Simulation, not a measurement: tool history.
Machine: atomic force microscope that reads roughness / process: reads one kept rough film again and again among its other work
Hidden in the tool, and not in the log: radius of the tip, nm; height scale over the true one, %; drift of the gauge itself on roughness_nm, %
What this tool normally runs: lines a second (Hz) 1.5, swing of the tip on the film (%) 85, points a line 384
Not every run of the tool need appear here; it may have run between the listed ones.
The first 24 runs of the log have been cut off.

run    day  lines a second (Hz)  swing of the tip on the film (%)  points a line  pictures with this tip  hours of work since the height scale was calibrated  roughness of the kept film (nm (root mean square))
 25  6.342                 1.18                                77            439                     129                                                  167                                               1.678
 26  6.562                 1.18                                77            439                     139                                                  170                                               1.669
 27  6.754                 0.77                                88            330                     148                                                  173                                               1.645
     7.108  -- new tip fitted
 28  7.121                 0.77                                88            330                       0                                                  179                                               1.636
 29  7.279                 1.25                                66            330                       8                                                  182                                               1.716
 30  7.625                 2.88                                84            344                      24                                                  188                                               1.394
 31  7.808                  3.2                                67            271                      33                                                  191                                               1.571
 32  8.079                  3.2                                62            950                      46                                                  196                                               1.686
 33  8.342                  3.2                                62            950                      58                                                  200                                               1.682
 34    8.5                  3.2                                62            950                      66                                                  203                                               1.662
 35  8.758                 0.92                                85            275                      78                                                  207                                               1.631
 36  9.125                 1.06                                85            384                      95                                                  213                                               1.633

Below are 5 alternative next runs, each starting from the tool's condition after run 36. Predict each:
  A  9.458                 0.57                                85            384                     111                                                  219                                                   ?
  B  9.458                 0.81                                85            351                     111                                                  219                                                   ?
  C  9.458                 2.27                                88            865                     111                                                  219                                                   ?
  D  9.458                 1.33                                85            384                     111                                                  219                                                   ?
  E  9.458                 0.97                                85            384                     111                                                  219                                                   ?

run  roughness of the kept film (nm (root mean square))
  A                                               1.712
  B                                               1.661
  C                                               1.431
  D                                               1.585
  E                                               1.648
Had the tool no hidden state, the same runs would have come out as:
run  roughness of the kept film (nm (root mean square))
  A                                               1.715
  B                                               1.664
  C                                               1.433
  D                                               1.588
  E                                               1.651

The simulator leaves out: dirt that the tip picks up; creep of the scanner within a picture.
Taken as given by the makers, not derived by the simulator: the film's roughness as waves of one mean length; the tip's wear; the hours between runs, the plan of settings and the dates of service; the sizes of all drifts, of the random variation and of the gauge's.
